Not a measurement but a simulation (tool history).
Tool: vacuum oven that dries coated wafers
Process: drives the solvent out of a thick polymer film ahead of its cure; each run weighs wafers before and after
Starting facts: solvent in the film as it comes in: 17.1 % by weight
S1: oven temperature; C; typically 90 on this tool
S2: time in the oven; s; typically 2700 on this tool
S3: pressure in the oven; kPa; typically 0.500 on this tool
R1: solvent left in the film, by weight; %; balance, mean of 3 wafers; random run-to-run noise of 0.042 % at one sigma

run     day  S1    S2     S3    R1
  1   0.000  90  2700  0.500  1.22
  2   1.325  90  2700  0.500  1.20
  3   2.454  90  2700  0.500  1.21
  4   3.442  90  2700  0.500  1.23
  5   4.267  83  2700  0.500  3.06
  6   4.962  83  2700  0.500  3.01
  7   5.979  83  2700  0.500  3.00
  8   7.271  90  1980  0.500  2.27
      7.442  -- oven's thermocouples calibrated
  9   8.683  76  3300  0.500  4.85
 10   9.642  76  3300  0.500  4.73
 11  10.862  82  3300  1.506  3.24

Forecast each of these 5 alternatives for the next run:
  A  11.808  85  2700  0.500   ?
  B  11.808  79  2760  1.815   ?
  C  11.808  90  1680  0.500   ?
  D  11.808  90  3300  1.506   ?
  E  11.808  88  1440  0.771   ?

run    R1
  A  2.46
  B  5.20
  C  2.89
  D  1.38
  E  4.39
With no hidden state in the tool, these same runs would have given:
run    R1
  A  2.24
  B  4.92
  C  2.68
  D  1.23
  E  4.15

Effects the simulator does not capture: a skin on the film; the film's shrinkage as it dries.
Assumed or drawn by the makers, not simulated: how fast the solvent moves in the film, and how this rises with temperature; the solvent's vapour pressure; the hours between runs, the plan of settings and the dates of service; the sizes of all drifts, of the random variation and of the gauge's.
